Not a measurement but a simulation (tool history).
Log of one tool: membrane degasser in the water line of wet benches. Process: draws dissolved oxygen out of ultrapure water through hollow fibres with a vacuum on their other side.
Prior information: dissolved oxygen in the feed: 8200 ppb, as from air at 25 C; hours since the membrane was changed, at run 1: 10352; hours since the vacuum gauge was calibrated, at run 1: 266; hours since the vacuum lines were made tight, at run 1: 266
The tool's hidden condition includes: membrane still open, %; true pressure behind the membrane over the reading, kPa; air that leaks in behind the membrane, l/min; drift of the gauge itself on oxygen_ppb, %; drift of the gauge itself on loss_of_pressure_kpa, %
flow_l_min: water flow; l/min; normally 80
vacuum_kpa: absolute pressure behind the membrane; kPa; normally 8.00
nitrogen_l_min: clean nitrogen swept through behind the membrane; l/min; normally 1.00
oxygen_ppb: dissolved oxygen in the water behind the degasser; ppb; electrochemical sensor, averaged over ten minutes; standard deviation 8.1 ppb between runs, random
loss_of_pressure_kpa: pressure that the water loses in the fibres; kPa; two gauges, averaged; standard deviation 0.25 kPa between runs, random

| run | hour | flow_l_min | vacuum_kpa | nitrogen_l_min | hours since the membrane was changed | hours since the vacuum gauge was calibrated | hours since the vacuum lines were made tight | oxygen_ppb | loss_of_pressure_kpa |
|---|---|---|---|---|---|---|---|---|---|
| 1 | 0.0 | 80 | 8.00 | 1.00 | 10352 | 266 | 266 | 867.8 | 65.70 |
| 2 | 179.7 | 80 | 8.00 | 1.00 | 10531 | 446 | 446 | 882.3 | 65.95 |
| 3 | 356.9 | 64 | 8.00 | 1.00 | 10709 | 623 | 623 | 696.1 | 53.10 |
|  | 397.9 | membrane cartridge changed |
| 4 | 507.8 | 64 | 8.00 | 1.00 | 110 | 770 | 770 | 699.5 | 52.91 |
| 5 | 736.3 | 80 | 8.00 | 1.00 | 338 | 998 | 998 | 868.5 | 65.92 |
| 6 | 933.9 | 80 | 8.00 | 1.00 | 536 | 1196 | 1196 | 883.1 | 66.44 |
| 7 | 1075.5 | 80 | 8.00 | 1.00 | 678 | 1338 | 1338 | 874.8 | 66.36 |
| 8 | 1335.1 | 80 | 8.00 | 1.00 | 937 | 1597 | 1597 | 863.5 | 66.69 |
| 9 | 1557.4 | 80 | 8.00 | 1.00 | 1160 | 1819 | 1819 | 877.7 | 66.31 |
| 10 | 1722.0 | 80 | 8.00 | 1.00 | 1324 | 1984 | 1984 | 871.8 | 66.59 |
| 11 | 1997.2 | 52 | 13.34 | 1.00 | 1599 | 2259 | 2259 | 1001.6 | 43.65 |
| 12 | 2248.7 | 52 | 13.34 | 1.00 | 1851 | 2511 | 2511 | 1016.9 | 43.17 |
| 13 | 2471.0 | 117 | 13.34 | 2.62 | 2073 | 2733 | 2733 | 1291.5 | 97.46 |

Selected run-to-run steps in loss_of_pressure_kpa, each split into two signed amounts: the part the tool would show with no hidden state at all (from settings, incoming material and random variation), and the remainder, which goes to the hidden state together with any gauge scatter not common to the measured and the hidden-state-free results:
Run 12 -> 13: flow_l_min 52 -> 117, nitrogen_l_min 1.00 -> 2.62. loss_of_pressure_kpa +54.29 kPa: hidden state +0.50, all else +53.79.
